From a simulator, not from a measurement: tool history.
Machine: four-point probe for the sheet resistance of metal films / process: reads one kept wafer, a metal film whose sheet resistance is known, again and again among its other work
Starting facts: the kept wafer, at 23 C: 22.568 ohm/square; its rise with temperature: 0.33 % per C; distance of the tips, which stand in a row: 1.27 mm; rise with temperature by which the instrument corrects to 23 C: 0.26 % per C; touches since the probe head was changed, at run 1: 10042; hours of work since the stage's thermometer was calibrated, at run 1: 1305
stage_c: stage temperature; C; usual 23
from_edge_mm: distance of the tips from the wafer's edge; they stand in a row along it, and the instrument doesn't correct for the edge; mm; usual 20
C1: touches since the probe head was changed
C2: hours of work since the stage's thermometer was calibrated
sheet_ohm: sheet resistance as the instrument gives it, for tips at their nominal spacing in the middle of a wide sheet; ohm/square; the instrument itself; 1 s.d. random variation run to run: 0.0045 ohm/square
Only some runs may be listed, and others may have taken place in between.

run 1 day=0.000 | stage_c=23 from_edge_mm=20 | C1=10042 C2=1305 | sheet_ohm=22.538503
run 2 day=0.708 | stage_c=23 from_edge_mm=20 | C1=10554 C2=1314 | sheet_ohm=22.540620
run 3 day=1.762 | stage_c=23 from_edge_mm=13 | C1=11319 C2=1327 | sheet_ohm=22.598512
run 4 day=2.933 | stage_c=23 from_edge_mm=13 | C1=12169 C2=1342 | sheet_ohm=22.609482
run 5 day=3.908 | stage_c=23 from_edge_mm=13 | C1=12877 C2=1355 | sheet_ohm=22.591537
run 6 day=4.971 | stage_c=23 from_edge_mm=20 | C1=13647 C2=1369 | sheet_ohm=22.536423
run 7 day=6.104 | stage_c=23 from_edge_mm=20 | C1=14468 C2=1383 | sheet_ohm=22.535733
run 8 day=6.729 | stage_c=23 from_edge_mm=20 | C1=14921 C2=1391 | sheet_ohm=22.529691
run 9 day=7.875 | stage_c=23 from_edge_mm=20 | C1=15752 C2=1406 | sheet_ohm=22.531026
run 10 day=8.488 | stage_c=23 from_edge_mm=11 | C1=16196 C2=1414 | sheet_ohm=22.651658
run 11 day=9.496 | stage_c=23 from_edge_mm=11 | C1=16928 C2=1427 | sheet_ohm=22.646322
run 12 day=10.479 | stage_c=23 from_edge_mm=11 | C1=17640 C2=1439 | sheet_ohm=22.644362
run 13 day=11.571 | stage_c=23 from_edge_mm=11 | C1=18433 C2=1454 | sheet_ohm=22.646787
run 14 day=12.138 | stage_c=28 from_edge_mm=11 | C1=18842 C2=1461 | sheet_ohm=22.716552
run 15 day=13.321 | stage_c=23 from_edge_mm=3 | C1=19700 C2=1476 | sheet_ohm=24.440690
run 16 day=14.271 | stage_c=23 from_edge_mm=3 | C1=20389 C2=1488 | sheet_ohm=24.455443
run 17 day=15.321 | stage_c=23 from_edge_mm=3 | C1=21152 C2=1502 | sheet_ohm=24.444137
run 18 day=16.333 | stage_c=27 from_edge_mm=20 | C1=21887 C2=1515 | sheet_ohm=22.592306
run 19 day=16.929 | stage_c=27 from_edge_mm=20 | C1=22318 C2=1523 | sheet_ohm=22.591868
run 20 day=17.767 | stage_c=23 from_edge_mm=20 | C1=22925 C2=1533 | sheet_ohm=22.527681
run 21 day=18.567 | stage_c=23 from_edge_mm=20 | C1=23505 C2=1544 | sheet_ohm=22.526322
run 22 day=19.412 | stage_c=23 from_edge_mm=20 | C1=24118 C2=1554 | sheet_ohm=22.532514
run 23 day=20.229 | stage_c=23 from_edge_mm=20 | C1=24712 C2=1565 | sheet_ohm=22.527035
run 24 day=21.275 | stage_c=22 from_edge_mm=20 | C1=25468 C2=1578 | sheet_ohm=22.508551
run 25 day=22.425 | stage_c=22 from_edge_mm=20 | C1=26304 C2=1593 | sheet_ohm=22.509116
run 26 day=23.133 | stage_c=22 from_edge_mm=20 | C1=26818 C2=1602 | sheet_ohm=22.509302
run 27 day=24.096 | stage_c=21 from_edge_mm=23 | C1=27515 C2=1615 | sheet_ohm=22.484985
run 28 day=24.954 | stage_c=21 from_edge_mm=10 | C1=28136 C2=1626 | sheet_ohm=22.637567
run 29 day=25.888 | stage_c=21 from_edge_mm=10 | C1=28814 C2=1638 | sheet_ohm=22.648609
run 30 day=26.979 | stage_c=31 from_edge_mm=4 | C1=29605 C2=1652 | sheet_ohm=23.753883
run 31 day=27.608 | stage_c=27 from_edge_mm=22 | C1=30063 C2=1660 | sheet_ohm=22.576867
run 32 day=28.404 | stage_c=27 from_edge_mm=22 | C1=30640 C2=1670 | sheet_ohm=22.578806
run 33 day=29.183 | stage_c=27 from_edge_mm=22 | C1=31203 C2=1680 | sheet_ohm=22.575231
run 34 day=30.150 | stage_c=27 from_edge_mm=22 | C1=31906 C2=1693 | sheet_ohm=22.581713
run 35 day=31.279 | stage_c=34 from_edge_mm=3 | C1=32724 C2=1707 | sheet_ohm=24.619978
run 36 day=32.362 | stage_c=34 from_edge_mm=4 | C1=33510 C2=1721 | sheet_ohm=23.802680
run 37 day=33.533 | stage_c=21 from_edge_mm=8 | C1=34360 C2=1736 | sheet_ohm=22.748315
run 38 day=34.567 | stage_c=33 from_edge_mm=29 | C1=35107 C2=1750 | sheet_ohm=22.653052
run 39 day=35.704 | stage_c=29 from_edge_mm=43 | C1=35933 C2=1764 | sheet_ohm=22.572470
run 40 day=36.712 | stage_c=21 from_edge_mm=18 | C1=36665 C2=1777 | sheet_ohm=22.496360
run 41 day=37.229 | stage_c=28 from_edge_mm=46 | C1=37038 C2=1784 | sheet_ohm=22.552863
run 42 day=38.012 | stage_c=28 from_edge_mm=46 | C1=37606 C2=1794 | sheet_ohm=22.560591
run 43 day=39.004 | stage_c=28 from_edge_mm=46 | C1=38325 C2=1807 | sheet_ohm=22.553941
run 44 day=39.583 | stage_c=24 from_edge_mm=9 | C1=38747 C2=1814 | sheet_ohm=22.722898
run 45 day=40.750 | stage_c=24 from_edge_mm=9 | C1=39591 C2=1829 | sheet_ohm=22.725709

Below are 3 alternative next runs, each starting from the tool's condition after run 45. Predict each:
run A day=41.567 | stage_c=24 from_edge_mm=68 | C1=40184 C2=1840 | sheet_ohm=?
run B day=41.567 | stage_c=24 from_edge_mm=24 | C1=40184 C2=1840 | sheet_ohm=?
run C day=41.567 | stage_c=30 from_edge_mm=14 | C1=40184 C2=1840 | sheet_ohm=?

run=A sheet_ohm=22.484366
run=B sheet_ohm=22.515327
run=C sheet_ohm=22.676454
Without the tool's unlogged condition, the same runs would have read:
run=A sheet_ohm=22.584603
run=B sheet_ohm=22.615695
run=C sheet_ohm=22.777070
